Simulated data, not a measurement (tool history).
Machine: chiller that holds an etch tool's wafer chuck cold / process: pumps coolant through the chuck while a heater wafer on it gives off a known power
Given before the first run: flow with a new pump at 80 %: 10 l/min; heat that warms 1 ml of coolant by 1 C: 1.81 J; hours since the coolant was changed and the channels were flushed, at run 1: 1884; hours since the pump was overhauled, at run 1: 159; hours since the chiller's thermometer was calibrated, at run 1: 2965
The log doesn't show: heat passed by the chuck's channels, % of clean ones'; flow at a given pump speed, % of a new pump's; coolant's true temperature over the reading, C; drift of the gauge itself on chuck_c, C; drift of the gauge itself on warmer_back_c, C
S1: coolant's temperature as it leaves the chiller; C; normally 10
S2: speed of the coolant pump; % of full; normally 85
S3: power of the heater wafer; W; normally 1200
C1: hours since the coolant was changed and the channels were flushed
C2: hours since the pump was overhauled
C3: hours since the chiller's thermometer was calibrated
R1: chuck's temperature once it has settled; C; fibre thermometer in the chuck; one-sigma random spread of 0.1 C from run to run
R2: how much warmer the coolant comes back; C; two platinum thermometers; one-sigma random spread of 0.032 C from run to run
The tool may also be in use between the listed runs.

{"run": 1, "hour": 0.0, "S1": 10, "S2": 85, "S3": 1200, "C1": 1884, "C2": 159, "C3": 2965, "R1": 23.3, "R2": 3.67}
{"run": 2, "hour": 20.4, "S1": 10, "S2": 85, "S3": 1200, "C1": 1905, "C2": 179, "C3": 2986, "R1": 23.3, "R2": 3.73}
{"run": 3, "hour": 49.2, "S1": 10, "S2": 85, "S3": 1200, "C1": 1934, "C2": 208, "C3": 3015, "R1": 23.5, "R2": 3.81}
{"run": 4, "hour": 67.4, "S1": 10, "S2": 85, "S3": 1200, "C1": 1952, "C2": 226, "C3": 3033, "R1": 23.5, "R2": 3.77}
{"run": 5, "hour": 86.2, "S1": 10, "S2": 85, "S3": 1200, "C1": 1971, "C2": 245, "C3": 3052, "R1": 23.4, "R2": 3.75}
{"run": 6, "hour": 108.3, "S1": 10, "S2": 85, "S3": 1200, "C1": 1993, "C2": 267, "C3": 3074, "R1": 23.2, "R2": 3.75}
{"run": 7, "hour": 139.0, "S1": 19, "S2": 85, "S3": 1200, "C1": 2023, "C2": 298, "C3": 3104, "R1": 32.3, "R2": 3.78}
{"run": 8, "hour": 172.9, "S1": 10, "S2": 85, "S3": 897, "C1": 2057, "C2": 331, "C3": 3138, "R1": 20.1, "R2": 2.93}
{"run": 9, "hour": 189.1, "S1": 10, "S2": 85, "S3": 897, "C1": 2074, "C2": 348, "C3": 3154, "R1": 20.1, "R2": 2.95}
{"run": 10, "hour": 210.9, "S1": 10, "S2": 85, "S3": 897, "C1": 2095, "C2": 369, "C3": 3176, "R1": 20, "R2": 2.98}
{"run": 11, "hour": 237.5, "S1": 10, "S2": 85, "S3": 897, "C1": 2122, "C2": 396, "C3": 3203, "R1": 19.9, "R2": 2.95}
{"run": 12, "hour": 277.9, "S1": 10, "S2": 85, "S3": 897, "C1": 2162, "C2": 436, "C3": 3243, "R1": 19.9, "R2": 2.96}
{"run": 13, "hour": 318.0, "S1": 10, "S2": 80, "S3": 1200, "C1": 2202, "C2": 476, "C3": 3283, "R1": 23.8, "R2": 4.18}
{"run": 14, "hour": 343.3, "S1": 10, "S2": 80, "S3": 1200, "C1": 2228, "C2": 502, "C3": 3309, "R1": 23.8, "R2": 4.23}
{"run": 15, "hour": 374.0, "S1": 10, "S2": 80, "S3": 1200, "C1": 2258, "C2": 532, "C3": 3339, "R1": 23.8, "R2": 4.26}
{"run": 16, "hour": 400.1, "S1": 10, "S2": 80, "S3": 832, "C1": 2285, "C2": 559, "C3": 3365, "R1": 19.4, "R2": 3.04}
{"hour": 417.3, "done": "gauge calibrated"}
{"run": 17, "hour": 421.4, "S1": 16, "S2": 85, "S3": 634, "C1": 2306, "C2": 580, "C3": 3387, "R1": 23, "R2": 1.95}
{"run": 18, "hour": 450.6, "S1": 16, "S2": 85, "S3": 634, "C1": 2335, "C2": 609, "C3": 3416, "R1": 23.2, "R2": 2.05}
{"run": 19, "hour": 484.2, "S1": 0, "S2": 94, "S3": 1512, "C1": 2369, "C2": 643, "C3": 3449, "R1": 15.9, "R2": 4.26}

For run 20, what comes out?
{"run": 20, "hour": 508.1, "S1": 16, "S2": 83, "S3": 972, "C1": 2393, "C2": 667, "C3": 3473, "R1": "?", "R2": "?"}

R1: 26.9 C
R2: 3.17 C
With no hidden state in the tool, this same run would have given R1 26.9 C, R2 3.1 C.
